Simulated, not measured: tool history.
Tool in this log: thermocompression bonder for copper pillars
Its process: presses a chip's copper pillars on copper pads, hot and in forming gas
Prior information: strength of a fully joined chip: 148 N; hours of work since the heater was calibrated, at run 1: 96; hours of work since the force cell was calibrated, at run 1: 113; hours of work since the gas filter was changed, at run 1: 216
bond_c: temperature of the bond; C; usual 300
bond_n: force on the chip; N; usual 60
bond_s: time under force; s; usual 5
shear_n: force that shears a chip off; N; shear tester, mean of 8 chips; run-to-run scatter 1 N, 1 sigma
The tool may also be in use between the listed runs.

run   hour  bond_c  bond_n  bond_s  hours of work since the heater was calibrated  hours of work since the force cell was calibrated  hours of work since the gas filter was changed  shear_n
  1      0     300      60       5                                             96                                                113                                             216     78.1
  2   20.6     300      60       5                                            106                                                123                                             226     77.3
  3   30.9     300      80       5                                            111                                                128                                             231     94.7
  4   41.7     300      80       5                                            116                                                133                                             236     95.2
  5   56.3     300      80       5                                            123                                                140                                             243     95.8
  6   69.9     300      60       5                                            129                                                146                                             249     78.7
  7   81.7     300      60       5                                            135                                                152                                             255     77.1
  8  103.5     300      60       5                                            145                                                162                                             265     77.8
  9  121.5     300      60       5                                            154                                                171                                             274     76.3
 10    139     300      62       3                                            162                                                179                                             282     64.3
 11  161.3     302      60      13                                            172                                                190                                             293    100.4
     166.7  -- forming gas filter changed
 12    185     300      89       3                                            183                                                201                                               9     94.4
 13  194.5     287      89      14                                            188                                                205                                              13      125
 14  207.3     313      77       7                                            194                                                211                                              19    118.5
 15  226.5     313      60      10                                            203                                                220                                              28    110.4
 16  239.7     300      82       4                                            209                                                227                                              35     95.4

5 options for the next run, each taken on its own from the tool as it stands now. Forecast them:
  A  257.1     290      60       9                                            218                                                235                                              43        ?
  B  257.1     323      82       9                                            218                                                235                                              43        ?
  C  257.1     307      70       5                                            218                                                235                                              43        ?
  D  257.1     300      38       5                                            218                                                235                                              43        ?
  E  257.1     306      89      13                                            218                                                235                                              43        ?

run  shear_n
  A     91.3
  B    126.2
  C     96.9
  D     55.3
  E      131
With no hidden state in the tool, these same runs would have given:
run  shear_n
  A     96.3
  B    130.3
  C    101.8
  D       59
  E      135

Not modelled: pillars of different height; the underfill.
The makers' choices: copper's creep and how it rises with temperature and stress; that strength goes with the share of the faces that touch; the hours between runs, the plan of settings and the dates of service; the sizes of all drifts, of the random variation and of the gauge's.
